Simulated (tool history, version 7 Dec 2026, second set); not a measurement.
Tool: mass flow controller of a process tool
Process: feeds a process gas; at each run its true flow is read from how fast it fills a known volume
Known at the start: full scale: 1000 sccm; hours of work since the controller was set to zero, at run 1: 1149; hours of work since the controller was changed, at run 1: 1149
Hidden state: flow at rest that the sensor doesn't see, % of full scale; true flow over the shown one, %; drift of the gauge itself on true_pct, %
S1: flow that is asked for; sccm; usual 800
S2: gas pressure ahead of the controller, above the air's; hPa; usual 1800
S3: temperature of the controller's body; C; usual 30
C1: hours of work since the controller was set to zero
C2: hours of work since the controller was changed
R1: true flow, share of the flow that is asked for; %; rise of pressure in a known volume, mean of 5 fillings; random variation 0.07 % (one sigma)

run	hour	S1	S2	S3	C1	C2	R1
1	0	800	1800	30	1149	1149	98.78
2	117.4	800	1800	37	1214	1214	98.07
3	233.7	800	1800	37	1279	1279	98.11
4	318.7	800	1800	37	1326	1326	97.92
5	442.9	800	1800	37	1394	1394	97.89
6	513.5	800	1800	30	1433	1433	98.73
# hour 523.1: controller's zero set anew
7	597.6	800	1800	30	41	1479	98.76
8	712.2	800	1800	21	105	1543	99.84
# hour 798.5: controller's zero set anew, once more
9	807.4	355	1800	30	5	1595	97.47
10	882.6	800	2640	30	46	1637	99.04
11	996.8	800	1800	30	110	1700	98.53
12	1123.3	876	1600	32	179	1770	98.33
13	1266.1	876	1600	32	258	1848	98.32
14	1371.6	279	2360	28	317	1907	97.84
15	1494.2	279	2360	28	384	1975	97.8
16	1628.6	221	2510	20	459	2049	98.93
17	1756	221	2510	20	529	2119	98.85
18	1861.9	284	1840	32	588	2178	97.19
19	1945.8	118	2360	39	634	2224	96.48

Hidden state at the last listed run before each entry between runs and at the first one after, where it differs:
Between runs 6 and 7: controller's zero set anew (hour 523.1)
  flow at rest that the sensor doesn't see, % of full scale: 0.138 -> 0.17; true flow over the shown one, %: -0.27 -> -0.28
  measured less the result without the state, R1: -0.1 -> -0.07 %
Between runs 8 and 9: controller's zero set anew, once more (hour 798.5)
  flow at rest that the sensor doesn't see, % of full scale: 0.173 -> 0.002; true flow over the shown one, %: -0.3 -> -0.31
  measured less the result without the state, R1: -0.08 -> -0.31 %
